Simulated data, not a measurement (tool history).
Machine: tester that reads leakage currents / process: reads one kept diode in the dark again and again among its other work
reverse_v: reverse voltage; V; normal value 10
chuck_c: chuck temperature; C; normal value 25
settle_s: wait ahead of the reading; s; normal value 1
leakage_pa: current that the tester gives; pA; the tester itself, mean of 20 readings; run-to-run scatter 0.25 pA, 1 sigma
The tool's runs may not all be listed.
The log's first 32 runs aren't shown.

run   hour  reverse_v  chuck_c  settle_s  leakage_pa
 33  687.1        4.3       20         1       37.43
 34    703         10       37      6.06         218
 35  717.6       14.4       52      1.73      754.19
 36  737.7        6.2       52      0.36      487.93
 37  761.3       18.7       25      0.32      127.31
 38  778.8       18.7       25      0.32      127.96
 39  802.6       18.7       25      0.32      127.92
 40  824.2       18.7       25      0.32      128.13
       843  -- chuck's temperature calibrated
 41  851.1       18.7       25      0.32      118.64

Below are 3 alternative next runs, each starting from the tool's condition after run 41. Predict each:
  A  870.3       14.6       40      0.55           ?
  B  870.3        2.9       43         1           ?
  C  870.3         10       56      5.75           ?

run  leakage_pa
  A      309.97
  B      162.03
  C      765.45
Stripped of hidden state, with their random variation kept, the same runs would have yielded:
run  leakage_pa
  A      309.05
  B      162.23
  C      766.76
